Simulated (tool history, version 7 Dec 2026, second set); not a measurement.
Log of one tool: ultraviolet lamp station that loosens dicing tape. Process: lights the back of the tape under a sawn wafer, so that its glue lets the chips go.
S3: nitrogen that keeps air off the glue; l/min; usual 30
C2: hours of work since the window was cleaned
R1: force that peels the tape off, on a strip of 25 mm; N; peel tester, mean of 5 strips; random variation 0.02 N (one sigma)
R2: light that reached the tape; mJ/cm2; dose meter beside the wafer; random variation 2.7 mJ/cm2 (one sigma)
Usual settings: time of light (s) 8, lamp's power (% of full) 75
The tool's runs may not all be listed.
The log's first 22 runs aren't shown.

run 23 hour=805.8 | time_of_light_(s)=7 lamp's_power_(%_of_full)=91 S3=15 | hours_of_work_of_the_lamp=460 C2=234 | R1=1.562 R2=303
run 24 hour=831.6 | time_of_light_(s)=8 lamp's_power_(%_of_full)=94 S3=30 | hours_of_work_of_the_lamp=481 C2=255 | R1=0.915 R2=351
run 25 hour=883.3 | time_of_light_(s)=8 lamp's_power_(%_of_full)=94 S3=30 | hours_of_work_of_the_lamp=522 C2=296 | R1=0.985 R2=343
run 26 hour=924.1 | time_of_light_(s)=5 lamp's_power_(%_of_full)=94 S3=15 | hours_of_work_of_the_lamp=554 C2=328 | R1=2.589 R2=206
-- hour=937.2 window cleaned of glue's vapour
run 27 hour=958.2 | time_of_light_(s)=8 lamp's_power_(%_of_full)=99 S3=39 | hours_of_work_of_the_lamp=581 C2=17 | R1=0.631 R2=418
run 28 hour=991.5 | time_of_light_(s)=8 lamp's_power_(%_of_full)=99 S3=39 | hours_of_work_of_the_lamp=608 C2=43 | R1=0.669 R2=406
run 29 hour=1015.7 | time_of_light_(s)=11 lamp's_power_(%_of_full)=90 S3=39 | hours_of_work_of_the_lamp=627 C2=63 | R1=0.451 R2=501
run 30 hour=1059.5 | time_of_light_(s)=4 lamp's_power_(%_of_full)=75 S3=31 | hours_of_work_of_the_lamp=662 C2=98 | R1=3.079 R2=147

3 ways to go on from here, each from the tool as it stands after run 30. What would each give?
run A hour=1103.0 | time_of_light_(s)=6 lamp's_power_(%_of_full)=91 S3=24 | hours_of_work_of_the_lamp=697 C2=132 | R1=? R2=?
run B hour=1103.0 | time_of_light_(s)=4 lamp's_power_(%_of_full)=98 S3=45 | hours_of_work_of_the_lamp=697 C2=132 | R1=? R2=?
run C hour=1103.0 | time_of_light_(s)=8 lamp's_power_(%_of_full)=86 S3=12 | hours_of_work_of_the_lamp=697 C2=132 | R1=? R2=?

run=A R1=1.732 R2=263
run=B R1=2.140 R2=187
run=C R1=1.491 R2=329
Without the tool's hidden state the same runs would have given:
run=A R1=1.271 R2=322
run=B R1=1.643 R2=228
run=C R1=1.074 R2=402
